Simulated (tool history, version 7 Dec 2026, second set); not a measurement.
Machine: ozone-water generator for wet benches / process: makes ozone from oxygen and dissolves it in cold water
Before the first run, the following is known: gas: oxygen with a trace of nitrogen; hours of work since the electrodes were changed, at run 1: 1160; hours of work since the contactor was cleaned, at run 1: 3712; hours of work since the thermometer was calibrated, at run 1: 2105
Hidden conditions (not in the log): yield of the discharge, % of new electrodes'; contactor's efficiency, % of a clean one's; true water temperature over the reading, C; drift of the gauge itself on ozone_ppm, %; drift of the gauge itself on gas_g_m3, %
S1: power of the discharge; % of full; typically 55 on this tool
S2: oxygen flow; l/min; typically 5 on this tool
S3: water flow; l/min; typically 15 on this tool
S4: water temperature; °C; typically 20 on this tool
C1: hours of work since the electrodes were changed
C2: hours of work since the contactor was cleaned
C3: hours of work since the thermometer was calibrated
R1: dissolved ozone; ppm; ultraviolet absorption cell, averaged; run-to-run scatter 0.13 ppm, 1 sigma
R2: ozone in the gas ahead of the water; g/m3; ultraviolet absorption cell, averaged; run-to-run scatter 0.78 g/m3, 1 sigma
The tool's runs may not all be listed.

Run 1, hour 0: usual settings; C1 1160; C2 3712; C3 2105. Result: R1 14 ppm, R2 116.4 g/m3.
Run 2, hour 24.9: usual settings; C1 1184; C2 3737; C3 2130. Result: R1 13.5 ppm, R2 116.6 g/m3.
Run 3, hour 51.4: usual settings; C1 1210; C2 3763; C3 2156. Result: R1 14.1 ppm, R2 118.1 g/m3.
Run 4, hour 81.1: usual settings; C1 1240; C2 3792; C3 2185. Result: R1 13.7 ppm, R2 116.4 g/m3.
Run 5, hour 111.1: usual settings; C1 1269; C2 3822; C3 2215. Result: R1 13.6 ppm, R2 117.5 g/m3.
Run 6, hour 147: usual settings but S3 18 l/min; C1 1305; C2 3857; C3 2250. Result: R1 12.1 ppm, R2 117.8 g/m3.
At hour 157.2: contactor cleaned.
Run 7, hour 177.3: usual settings but S3 18 l/min; C1 1330; C2 20; C3 2276. Result: R1 12.4 ppm, R2 116.3 g/m3.
Run 8, hour 208.7: usual settings but S3 18 l/min; C1 1361; C2 51; C3 2307. Result: R1 12.2 ppm, R2 115.8 g/m3.
Run 9, hour 237.9: usual settings but S3 18 l/min; C1 1390; C2 80; C3 2336. Result: R1 12 ppm, R2 116.8 g/m3.
Run 10, hour 263.2: usual settings but S3 18 l/min; C1 1415; C2 104; C3 2361. Result: R1 12.3 ppm, R2 116.4 g/m3.
Run 11, hour 291.9: usual settings but S3 18 l/min; C1 1443; C2 133; C3 2389. Result: R1 12.4 ppm, R2 117.2 g/m3.
Run 12, hour 320.7: usual settings; C1 1472; C2 161; C3 2417. Result: R1 13.9 ppm, R2 116.7 g/m3.
Run 13, hour 342.6: usual settings; C1 1493; C2 183; C3 2439. Result: R1 13.9 ppm, R2 114.8 g/m3.
Run 14, hour 376.1: usual settings; C1 1526; C2 216; C3 2472. Result: R1 13.9 ppm, R2 115.1 g/m3.
Run 15, hour 411.2: usual settings; C1 1561; C2 250; C3 2506. Result: R1 13.9 ppm, R2 116 g/m3.
Run 16, hour 434.7: usual settings but S4 16 °C; C1 1584; C2 273; C3 2529. Result: R1 14.7 ppm, R2 116.7 g/m3.

For run 17, what comes out?
Run 17, hour 461.4: usual settings but S4 16 °C; C1 1610; C2 300; C3 2556. Result: R1 ?, R2 ?.

R1: 14.9 ppm
R2: 116.9 g/m3
On a tool with no hidden condition, and with the same random variation, this run would have come out at R1 15.6 ppm, R2 121.4 g/m3.
